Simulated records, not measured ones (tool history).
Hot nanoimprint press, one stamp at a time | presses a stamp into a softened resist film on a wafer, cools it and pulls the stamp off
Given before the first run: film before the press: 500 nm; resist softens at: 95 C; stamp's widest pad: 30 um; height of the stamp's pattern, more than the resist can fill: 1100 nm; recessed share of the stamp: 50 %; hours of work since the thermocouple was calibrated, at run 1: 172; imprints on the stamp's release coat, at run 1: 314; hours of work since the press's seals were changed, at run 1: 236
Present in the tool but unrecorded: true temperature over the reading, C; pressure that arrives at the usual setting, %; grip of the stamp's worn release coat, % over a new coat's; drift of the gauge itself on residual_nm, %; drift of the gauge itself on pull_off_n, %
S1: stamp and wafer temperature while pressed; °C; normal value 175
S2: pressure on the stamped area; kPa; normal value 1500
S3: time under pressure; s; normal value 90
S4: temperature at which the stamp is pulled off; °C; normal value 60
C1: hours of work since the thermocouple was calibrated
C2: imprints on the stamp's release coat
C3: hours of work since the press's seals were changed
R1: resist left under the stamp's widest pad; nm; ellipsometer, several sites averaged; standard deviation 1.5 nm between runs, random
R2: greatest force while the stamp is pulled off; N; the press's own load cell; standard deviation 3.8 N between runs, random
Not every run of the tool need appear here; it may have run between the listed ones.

Run 1, hour 0: usual settings; C1 172; C2 314; C3 236. Result: R1 274.9 nm, R2 201 N.
Run 2, hour 51.8: usual settings but S4 50 °C; C1 193; C2 423; C3 257. Result: R1 272.2 nm, R2 264 N.
Run 3, hour 100.1: usual settings but S3 61 s, S4 50 °C; C1 212; C2 525; C3 277. Result: R1 302.3 nm, R2 266 N.
Run 4, hour 155.6: usual settings; C1 234; C2 643; C3 299. Result: R1 269.5 nm, R2 221 N.
Run 5, hour 183.2: usual settings; C1 246; C2 701; C3 310. Result: R1 268.9 nm, R2 228 N.
Run 6, hour 227.1: usual settings; C1 263; C2 794; C3 328. Result: R1 268.7 nm, R2 223 N.
At hour 278.4: stamp cleaned and given a new release coat.
Run 7, hour 280.2: usual settings; C1 282; C2 4; C3 347. Result: R1 268.8 nm, R2 181 N.
Run 8, hour 310.1: usual settings but S4 46 °C; C1 294; C2 67; C3 359. Result: R1 268.7 nm, R2 257 N.
Run 9, hour 336: usual settings but S4 61 °C; C1 305; C2 122; C3 369. Result: R1 269.3 nm, R2 185 N.
Run 10, hour 372.2: usual settings; C1 319; C2 199; C3 384. Result: R1 268 nm, R2 188 N.
Run 11, hour 402: usual settings; C1 331; C2 261; C3 396. Result: R1 266 nm, R2 191 N.
Run 12, hour 447.9: usual settings but S3 62 s; C1 350; C2 359; C3 414. Result: R1 300.4 nm, R2 199 N.
Run 13, hour 476.9: usual settings but S3 78 s; C1 361; C2 420; C3 426. Result: R1 278 nm, R2 202 N.
Run 14, hour 508.4: usual settings; C1 374; C2 486; C3 439. Result: R1 266.1 nm, R2 208 N.
Run 15, hour 554.5: usual settings; C1 393; C2 584; C3 457. Result: R1 263.3 nm, R2 210 N.
Run 16, hour 600.4: usual settings; C1 411; C2 681; C3 476. Result: R1 267.2 nm, R2 213 N.
At hour 607.3: plate thermocouple calibrated.
Run 17, hour 646: usual settings; C1 16; C2 771; C3 493. Result: R1 260.7 nm, R2 213 N.
Run 18, hour 699: usual settings but S1 166 °C, S3 87 s; C1 37; C2 883; C3 514. Result: R1 348 nm, R2 225 N.
At hour 709.1: stamp cleaned and given a new release coat.
Run 19, hour 757.2: usual settings but S1 163 °C, S2 2100 kPa, S3 87 s; C1 58; C2 101; C3 535. Result: R1 334.9 nm, R2 177 N.
At hour 807.3: plate thermocouple calibrated, once more.
Run 20, hour 821.7: usual settings but S1 163 °C, S2 1150 kPa, S3 87 s; C1 6; C2 231; C3 560. Result: R1 430.2 nm, R2 191 N.
Run 21, hour 850.4: usual settings but S1 178 °C, S2 1270 kPa, S4 46 °C; C1 17; C2 292; C3 572. Result: R1 276.6 nm, R2 277 N.
Run 22, hour 879.6: usual settings but S4 65 °C; C1 29; C2 353; C3 583. Result: R1 280.9 nm, R2 168 N.
Run 23, hour 937.1: usual settings but S4 65 °C; C1 52; C2 475; C3 606. Result: R1 281.5 nm, R2 188 N.
Run 24, hour 995.8: usual settings but S2 1790 kPa, S3 87 s; C1 76; C2 599; C3 630. Result: R1 259.3 nm, R2 223 N.
Run 25, hour 1049.8: usual settings but S2 1690 kPa, S3 97 s, S4 55 °C; C1 98; C2 713; C3 652. Result: R1 256.9 nm, R2 258 N.
Run 26, hour 1096.8: usual settings but S2 1920 kPa, S4 49 °C; C1 117; C2 812; C3 671. Result: R1 246.1 nm, R2 322 N.
At hour 1142.7: stamp cleaned and given a new release coat.
Run 27, hour 1152.9: usual settings but S1 170 °C, S2 1770 kPa, S4 54 °C; C1 137; C2 22; C3 691. Result: R1 305 nm, R2 213 N.
Run 28, hour 1185.2: usual settings but S1 173 °C, S2 1230 kPa, S3 122 s, S4 46 °C; C1 150; C2 90; C3 704. Result: R1 297 nm, R2 266 N.

4 options for the next run, each taken on its own from the tool as it stands now. Forecast them:
Run A, hour 1225.7: usual settings but S1 179 °C, S2 1230 kPa, S3 122 s, S4 46 °C; C1 166; C2 176; C3 720. Result: R1 ?, R2 ?.
Run B, hour 1225.7: usual settings but S4 64 °C; C1 166; C2 176; C3 720. Result: R1 ?, R2 ?.
Run C, hour 1225.7: usual settings but S1 173 °C, S2 1230 kPa, S3 58 s, S4 46 °C; C1 166; C2 176; C3 720. Result: R1 ?, R2 ?.
Run D, hour 1225.7: usual settings but S3 58 s; C1 166; C2 176; C3 720. Result: R1 ?, R2 ?.

run     R1   R2
  A  243.2  262
  B  276.5  166
  C  359.8  260
  D  313.4  189
With the hidden condition removed and each run's random variation left untouched, the same runs would have given:
run     R1   R2
  A  245.4  251
  B  278.4  160
  C  362.5  249
  D  315.4  182

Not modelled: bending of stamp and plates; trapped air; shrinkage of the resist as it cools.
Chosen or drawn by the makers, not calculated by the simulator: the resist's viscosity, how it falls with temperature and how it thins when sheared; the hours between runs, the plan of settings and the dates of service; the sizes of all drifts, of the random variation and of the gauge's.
